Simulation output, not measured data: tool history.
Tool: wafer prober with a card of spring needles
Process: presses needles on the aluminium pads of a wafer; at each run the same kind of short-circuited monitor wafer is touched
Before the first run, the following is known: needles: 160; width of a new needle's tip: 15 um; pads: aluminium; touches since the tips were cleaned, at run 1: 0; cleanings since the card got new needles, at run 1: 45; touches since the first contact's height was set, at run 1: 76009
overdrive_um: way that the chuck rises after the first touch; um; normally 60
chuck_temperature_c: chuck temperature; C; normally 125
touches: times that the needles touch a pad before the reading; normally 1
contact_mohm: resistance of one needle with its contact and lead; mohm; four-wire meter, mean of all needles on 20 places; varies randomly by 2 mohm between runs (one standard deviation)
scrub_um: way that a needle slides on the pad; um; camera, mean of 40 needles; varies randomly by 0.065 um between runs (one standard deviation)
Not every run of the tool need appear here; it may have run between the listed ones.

| run | hour | overdrive_um | chuck_temperature_c | touches | touches since the tips were cleaned | cleanings since the card got new needles | touches since the first contact's height was set | contact_mohm | scrub_um |
|---|---|---|---|---|---|---|---|---|---|
| 1 | 0.0 | 60 | 125 | 1 | 0 | 45 | 76009 | 213 | 14.81 |
|  | 17.0 | tips cleaned on abrasive film |
| 2 | 29.7 | 60 | 125 | 1 | 5078 | 46 | 87827 | 216 | 14.91 |
|  | 33.5 | tips cleaned on abrasive film |
|  | 50.3 | tips cleaned on abrasive film |
|  | 67.3 | tips cleaned on abrasive film |
|  | 84.4 | tips cleaned on abrasive film |
| 3 | 89.8 | 60 | 125 | 1 | 2140 | 50 | 111712 | 217 | 14.85 |
|  | 101.2 | tips cleaned on abrasive film |
|  | 117.0 | tips cleaned on abrasive film |
| 4 | 117.0 | 60 | 125 | 1 | 0 | 52 | 122528 | 214 | 14.87 |
|  | 134.4 | tips cleaned on abrasive film |
| 5 | 144.8 | 60 | 125 | 1 | 4139 | 53 | 133571 | 215 | 14.88 |
|  | 151.0 | tips cleaned on abrasive film |
|  | 168.8 | tips cleaned on abrasive film |
|  | 186.8 | tips cleaned on abrasive film |
| 6 | 197.7 | 60 | 125 | 1 | 4371 | 56 | 154620 | 214 | 14.83 |
|  | 204.9 | tips cleaned on abrasive film |
|  | 222.3 | tips cleaned on abrasive film |
|  | 240.6 | tips cleaned on abrasive film |
|  | 255.9 | tips cleaned on abrasive film |
| 7 | 255.9 | 60 | 125 | 1 | 0 | 60 | 177718 | 215 | 14.83 |
|  | 274.8 | tips cleaned on abrasive film |
|  | 292.0 | tips cleaned on abrasive film |
| 8 | 298.3 | 60 | 125 | 1 | 2536 | 62 | 194605 | 212 | 14.88 |
|  | 309.5 | tips cleaned on abrasive film |
|  | 324.7 | tips cleaned on abrasive film |
|  | 343.4 | tips cleaned on abrasive film |
| 9 | 346.1 | 60 | 125 | 1 | 1093 | 65 | 213615 | 216 | 14.89 |
|  | 360.1 | tips cleaned on abrasive film |
|  | 367.9 | height of the first contact set anew |
|  | 375.6 | tips cleaned on abrasive film |
|  | 393.5 | tips cleaned on abrasive film |
| 10 | 394.5 | 60 | 125 | 1 | 375 | 68 | 10521 | 213 | 14.98 |
|  | 411.4 | tips cleaned on abrasive film |
|  | 427.7 | tips cleaned on abrasive film |
| 11 | 427.7 | 60 | 125 | 1 | 0 | 70 | 23749 | 217 | 14.99 |
|  | 445.8 | tips cleaned on abrasive film |
|  | 462.0 | tips cleaned on abrasive film |
| 12 | 463.9 | 60 | 125 | 1 | 773 | 72 | 38134 | 214 | 14.93 |
|  | 479.1 | tips cleaned on abrasive film |
|  | 497.2 | tips cleaned on abrasive film |
| 13 | 512.3 | 60 | 125 | 1 | 6029 | 74 | 57403 | 216 | 14.88 |
|  | 515.0 | tips cleaned on abrasive film |
|  | 532.7 | tips cleaned on abrasive film |
|  | 550.3 | tips cleaned on abrasive film |
| 14 | 562.6 | 60 | 125 | 1 | 4908 | 77 | 77399 | 215 | 14.95 |
|  | 566.3 | tips cleaned on abrasive film |
|  | 584.5 | tips cleaned on abrasive film |
| 15 | 588.2 | 60 | 125 | 1 | 1468 | 79 | 87541 | 215 | 14.92 |
|  | 602.2 | tips cleaned on abrasive film |
|  | 620.7 | tips cleaned on abrasive film |
| 16 | 622.1 | 52 | 125 | 2 | 562 | 81 | 101028 | 216 | 12.78 |
|  | 639.6 | tips cleaned on abrasive film |
|  | 657.6 | tips cleaned on abrasive film |
|  | 675.3 | tips cleaned on abrasive film |
| 17 | 679.0 | 72 | 125 | 1 | 1472 | 84 | 123651 | 213 | 17.77 |
|  | 694.2 | tips cleaned on abrasive film |
|  | 712.3 | tips cleaned on abrasive film |
|  | 730.3 | tips cleaned on abrasive film |
| 18 | 740.1 | 60 | 125 | 1 | 3929 | 87 | 147984 | 214 | 14.78 |
|  | 747.6 | tips cleaned on abrasive film |
|  | 765.0 | tips cleaned on abrasive film |
|  | 783.0 | tips cleaned on abrasive film |
|  | 799.1 | tips cleaned on abrasive film |
| 19 | 799.1 | 60 | 125 | 1 | 0 | 91 | 171405 | 214 | 14.86 |
|  | 815.5 | tips cleaned on abrasive film |
|  | 832.8 | tips cleaned on abrasive film |
| 20 | 832.8 | 74 | 125 | 3 | 0 | 93 | 184794 | 214 | 18.38 |

Run 21 comes next. What will it give?
|  | 850.5 | tips cleaned on abrasive film |
|  | 866.6 | tips cleaned on abrasive film |
| 21 | 869.6 | 41 | 97 | 2 | 1207 | 95 | 199429 | ? | ? |

contact_mohm: 215 mohm
scrub_um: 10.24 um
Without the tool's hidden state the same run would have given contact_mohm 214 mohm, scrub_um 10.24 um.

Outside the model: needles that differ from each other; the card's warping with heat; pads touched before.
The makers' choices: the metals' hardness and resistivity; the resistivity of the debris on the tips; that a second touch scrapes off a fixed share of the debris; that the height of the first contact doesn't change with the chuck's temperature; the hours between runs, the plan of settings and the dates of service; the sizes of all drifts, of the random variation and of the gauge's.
